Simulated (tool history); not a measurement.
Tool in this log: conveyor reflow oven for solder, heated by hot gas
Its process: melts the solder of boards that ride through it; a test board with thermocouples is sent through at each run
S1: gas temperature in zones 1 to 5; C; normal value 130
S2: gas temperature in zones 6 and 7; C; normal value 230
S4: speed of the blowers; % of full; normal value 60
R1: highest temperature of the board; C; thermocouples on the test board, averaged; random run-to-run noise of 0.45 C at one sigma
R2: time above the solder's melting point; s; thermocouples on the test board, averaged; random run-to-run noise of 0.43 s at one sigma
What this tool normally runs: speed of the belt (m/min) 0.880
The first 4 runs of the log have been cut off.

run 5 day=5.683 | S1=130 S2=230 speed_of_the_belt_(m/min)=0.880 S4=60 | R1=210.1 R2=34.2
run 6 day=6.733 | S1=130 S2=230 speed_of_the_belt_(m/min)=0.880 S4=60 | R1=210.1 R2=34.3
run 7 day=8.312 | S1=130 S2=230 speed_of_the_belt_(m/min)=0.880 S4=60 | R1=209.6 R2=34.0
run 8 day=9.550 | S1=130 S2=230 speed_of_the_belt_(m/min)=0.858 S4=60 | R1=211.2 R2=35.3
run 9 day=10.808 | S1=130 S2=230 speed_of_the_belt_(m/min)=0.880 S4=60 | R1=209.5 R2=33.5
run 10 day=12.696 | S1=130 S2=230 speed_of_the_belt_(m/min)=0.860 S4=60 | R1=210.8 R2=35.9
run 11 day=14.479 | S1=130 S2=230 speed_of_the_belt_(m/min)=0.880 S4=74 | R1=213.2 R2=37.5
run 12 day=15.604 | S1=130 S2=230 speed_of_the_belt_(m/min)=0.880 S4=74 | R1=213.2 R2=37.1
-- day=16.817 flux residue cleaned out of gas plates and filters
run 13 day=17.108 | S1=130 S2=230 speed_of_the_belt_(m/min)=0.880 S4=74 | R1=214.5 R2=38.7
run 14 day=17.879 | S1=130 S2=230 speed_of_the_belt_(m/min)=0.880 S4=74 | R1=214.6 R2=38.0
run 15 day=19.008 | S1=130 S2=230 speed_of_the_belt_(m/min)=0.880 S4=74 | R1=214.4 R2=38.1
run 16 day=20.242 | S1=118 S2=230 speed_of_the_belt_(m/min)=0.880 S4=69 | R1=210.5 R2=33.5
-- day=20.767 belt drive overhauled, speed set with a stopwatch
run 17 day=21.883 | S1=118 S2=230 speed_of_the_belt_(m/min)=0.880 S4=69 | R1=209.8 R2=31.6
run 18 day=23.308 | S1=118 S2=230 speed_of_the_belt_(m/min)=0.880 S4=69 | R1=209.1 R2=32.0
run 19 day=24.329 | S1=118 S2=230 speed_of_the_belt_(m/min)=0.880 S4=69 | R1=210.2 R2=31.8
run 20 day=25.471 | S1=123 S2=235 speed_of_the_belt_(m/min)=0.873 S4=82 | R1=218.9 R2=39.5
run 21 day=27.254 | S1=123 S2=235 speed_of_the_belt_(m/min)=0.873 S4=82 | R1=218.8 R2=38.5
run 22 day=28.342 | S1=123 S2=235 speed_of_the_belt_(m/min)=0.873 S4=82 | R1=217.7 R2=38.8
run 23 day=30.154 | S1=143 S2=241 speed_of_the_belt_(m/min)=0.991 S4=56 | R1=213.7 R2=35.4
run 24 day=32.042 | S1=143 S2=236 speed_of_the_belt_(m/min)=0.991 S4=64 | R1=213.5 R2=34.9
run 25 day=33.708 | S1=143 S2=236 speed_of_the_belt_(m/min)=0.991 S4=64 | R1=212.8 R2=33.9
run 26 day=34.683 | S1=130 S2=230 speed_of_the_belt_(m/min)=0.839 S4=55 | R1=208.4 R2=34.5
run 27 day=35.950 | S1=130 S2=230 speed_of_the_belt_(m/min)=0.839 S4=55 | R1=207.5 R2=34.0
-- day=36.296 flux residue cleaned out of gas plates and filters
run 28 day=37.588 | S1=143 S2=243 speed_of_the_belt_(m/min)=0.839 S4=55 | R1=222.8 R2=46.4

Forecast run 29:
run 29 day=38.842 | S1=124 S2=236 speed_of_the_belt_(m/min)=0.948 S4=60 | R1=? R2=?

R1: 210.0 C
R2: 30.3 s
With no hidden state in the tool, this same run would have given R1 211.4 C, R2 31.1 s.
